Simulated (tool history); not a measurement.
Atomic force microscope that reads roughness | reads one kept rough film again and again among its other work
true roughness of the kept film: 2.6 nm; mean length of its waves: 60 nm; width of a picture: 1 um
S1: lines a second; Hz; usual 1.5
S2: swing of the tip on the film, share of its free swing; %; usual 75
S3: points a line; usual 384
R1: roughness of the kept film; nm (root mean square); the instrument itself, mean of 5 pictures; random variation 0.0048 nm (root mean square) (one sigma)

run 1 hour=0 | S1=1.5 S2=75 S3=384 | R1=2.452
-- hour=34.5 new tip fitted
run 2 hour=36.1 | S1=1.5 S2=75 S3=384 | R1=2.456
run 3 hour=66 | S1=1.5 S2=75 S3=414 | R1=2.427
-- hour=83.8 new tip fitted
run 4 hour=110.6 | S1=1.5 S2=75 S3=414 | R1=2.435
-- hour=132 new tip fitted
run 5 hour=132.8 | S1=1.5 S2=63 S3=384 | R1=2.505
run 6 hour=165.8 | S1=1.5 S2=63 S3=384 | R1=2.473
-- hour=180.5 new tip fitted
run 7 hour=193.7 | S1=1.5 S2=63 S3=384 | R1=2.502
run 8 hour=223 | S1=1.5 S2=63 S3=384 | R1=2.457
-- hour=229.8 new tip fitted
run 9 hour=253.6 | S1=1.5 S2=63 S3=384 | R1=2.486
run 10 hour=271.4 | S1=1.5 S2=58 S3=384 | R1=2.479
-- hour=277.4 new tip fitted
run 11 hour=309.2 | S1=1.5 S2=58 S3=384 | R1=2.483
-- hour=327.9 new tip fitted
run 12 hour=332.6 | S1=1.5 S2=58 S3=384 | R1=2.527
run 13 hour=352.1 | S1=1.5 S2=75 S3=1011 | R1=2.452
-- hour=378.3 new tip fitted
run 14 hour=380.8 | S1=1.5 S2=75 S3=1011 | R1=2.477
run 15 hour=408.1 | S1=1.5 S2=75 S3=692 | R1=2.438
-- hour=426.7 new tip fitted
run 16 hour=448 | S1=1.5 S2=75 S3=384 | R1=2.447
-- hour=474.6 new tip fitted
run 17 hour=492.1 | S1=1.5 S2=75 S3=384 | R1=2.446
-- hour=522.7 new tip fitted
run 18 hour=523.5 | S1=0.51 S2=75 S3=384 | R1=2.527
run 19 hour=548.4 | S1=0.51 S2=75 S3=384 | R1=2.498
-- hour=571.9 new tip fitted
run 20 hour=583.1 | S1=1.5 S2=75 S3=384 | R1=2.462
run 21 hour=615.5 | S1=1.5 S2=79 S3=384 | R1=2.41
-- hour=621.5 new tip fitted
run 22 hour=634.1 | S1=1.5 S2=75 S3=470 | R1=2.458
-- hour=670.4 new tip fitted
run 23 hour=670.4 | S1=1.5 S2=75 S3=470 | R1=2.471
run 24 hour=699.4 | S1=1.5 S2=75 S3=384 | R1=2.44
-- hour=721 new tip fitted
run 25 hour=736.3 | S1=1.5 S2=75 S3=649 | R1=2.463
-- hour=771.3 new tip fitted
run 26 hour=772 | S1=1.5 S2=75 S3=649 | R1=2.481
-- hour=776 height scale calibrated on a step standard
run 27 hour=797.4 | S1=1.5 S2=75 S3=649 | R1=2.475
-- hour=819.9 new tip fitted
run 28 hour=823.7 | S1=1.5 S2=75 S3=649 | R1=2.48
-- hour=853.7 height scale calibrated on a step standard, once more
run 29 hour=864.1 | S1=2.22 S2=77 S3=649 | R1=2.366
-- hour=870.3 new tip fitted
run 30 hour=884.5 | S1=1.5 S2=70 S3=625 | R1=2.476
run 31 hour=916.4 | S1=0.63 S2=75 S3=319 | R1=2.463
-- hour=920.6 new tip fitted
run 32 hour=957.2 | S1=0.63 S2=75 S3=319 | R1=2.471
-- hour=970.2 new tip fitted
run 33 hour=989.9 | S1=1.78 S2=75 S3=319 | R1=2.423
-- hour=1018.8 new tip fitted
run 34 hour=1032.5 | S1=3.92 S2=76 S3=384 | R1=2.309
run 35 hour=1058.8 | S1=0.77 S2=73 S3=569 | R1=2.468
-- hour=1068.9 new tip fitted
run 36 hour=1077.6 | S1=1.15 S2=84 S3=305 | R1=2.42
run 37 hour=1105.4 | S1=1.15 S2=84 S3=305 | R1=2.399
-- hour=1118.5 new tip fitted
run 38 hour=1146.7 | S1=1.15 S2=84 S3=305 | R1=2.411
-- hour=1168.1 new tip fitted
run 39 hour=1185.5 | S1=1.15 S2=84 S3=305 | R1=2.415
run 40 hour=1204.7 | S1=1.15 S2=84 S3=305 | R1=2.408
-- hour=1218.9 new tip fitted
run 41 hour=1224.3 | S1=1.15 S2=84 S3=305 | R1=2.434
run 42 hour=1248.8 | S1=1.15 S2=84 S3=305 | R1=2.404
-- hour=1266.8 new tip fitted
run 43 hour=1274.8 | S1=1.15 S2=72 S3=299 | R1=2.478
run 44 hour=1313.3 | S1=0.94 S2=67 S3=299 | R1=2.47
-- hour=1314.8 new tip fitted
run 45 hour=1357.3 | S1=0.98 S2=73 S3=317 | R1=2.445
-- hour=1364 new tip fitted
run 46 hour=1385.3 | S1=0.98 S2=73 S3=317 | R1=2.463
run 47 hour=1403.8 | S1=0.98 S2=73 S3=317 | R1=2.454
-- hour=1413.1 new tip fitted
run 48 hour=1425 | S1=1.57 S2=63 S3=393 | R1=2.5
run 49 hour=1457.8 | S1=1.57 S2=63 S3=393 | R1=2.461

Forecast each of these 5 alternatives for the next run:
-- hour=1462.4 new tip fitted
run A hour=1490.6 | S1=3.07 S2=59 S3=313 | R1=?
-- hour=1462.4 new tip fitted
run B hour=1490.6 | S1=1.57 S2=63 S3=362 | R1=?
-- hour=1462.4 new tip fitted
run C hour=1490.6 | S1=0.62 S2=63 S3=393 | R1=?
-- hour=1462.4 new tip fitted
run D hour=1490.6 | S1=1.57 S2=63 S3=731 | R1=?
-- hour=1462.4 new tip fitted
run E hour=1490.6 | S1=1.06 S2=61 S3=261 | R1=?

run=A R1=2.45
run=B R1=2.47
run=C R1=2.501
run=D R1=2.479
run=E R1=2.485
Without the tool's hidden state the same runs would have given:
run=A R1=2.476
run=B R1=2.496
run=C R1=2.527
run=D R1=2.505
run=E R1=2.511
